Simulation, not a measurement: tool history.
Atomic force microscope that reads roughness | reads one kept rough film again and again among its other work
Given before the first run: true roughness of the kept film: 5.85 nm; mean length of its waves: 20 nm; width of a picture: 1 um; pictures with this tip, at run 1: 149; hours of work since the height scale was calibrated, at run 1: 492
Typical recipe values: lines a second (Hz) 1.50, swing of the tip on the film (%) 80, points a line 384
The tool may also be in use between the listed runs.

run	hour	lines a second (Hz)	swing of the tip on the film (%)	points a line	pictures with this tip	hours of work since the height scale was calibrated	roughness of the kept film (nm (root mean square))
1	0.0	1.50	80	384	149	492	2.546
2	23.4	0.65	80	384	202	510	2.395
3	49.8	1.50	80	384	262	530	2.135
4	65.6	1.50	80	384	298	542	2.049
# hour 68.8: new tip fitted
5	91.6	1.50	80	384	52	562	3.047
6	117.6	1.50	80	384	111	582	2.740
7	135.5	1.50	80	384	151	596	2.587
8	165.7	1.50	80	384	220	619	2.340
9	189.7	1.50	80	384	275	637	2.174
# hour 204.6: new tip fitted
10	219.8	1.50	80	384	34	660	3.242
11	249.3	1.50	74	384	102	682	2.859
12	276.1	1.50	74	384	163	703	2.575
13	290.0	1.50	74	384	194	713	2.476
14	304.2	1.50	74	384	227	724	2.335
15	333.1	1.50	74	384	292	746	2.152
# hour 338.6: new tip fitted
16	355.6	1.50	74	384	39	763	3.228
17	384.0	2.03	70	399	103	785	2.887
18	398.8	1.10	71	936	137	796	2.787
19	420.0	0.52	90	508	185	812	2.575
20	436.7	0.71	62	439	223	825	2.465
21	457.6	3.49	84	997	271	841	2.086
# hour 472.9: new tip fitted
22	486.7	1.50	55	384	31	863	3.342
23	504.7	0.73	60	565	72	877	3.110
24	520.1	1.50	85	565	107	889	2.769
25	541.5	0.62	85	564	156	905	2.643
26	559.9	1.51	61	338	198	919	2.501
27	577.6	0.78	61	367	238	932	2.360
28	601.1	1.06	62	686	292	950	2.209
# hour 607.0: new tip fitted
29	618.5	1.06	62	686	26	963	3.437
30	640.8	1.06	62	686	77	980	3.172

What if the next run were any one of these 5? Each begins from the tool's condition after run 30:
A	654.2	1.35	80	384	108	991	?
B	654.2	1.50	64	379	108	991	?
C	654.2	3.33	80	384	108	991	?
D	654.2	1.17	55	722	108	991	?
E	654.2	1.50	66	384	108	991	?

run	roughness of the kept film (nm (root mean square))
A	2.870
B	2.904
C	2.717
D	3.013
E	2.921
With no hidden state in the tool, these same runs would have given:
run	roughness of the kept film (nm (root mean square))
A	3.520
B	3.562
C	3.333
D	3.696
E	3.582
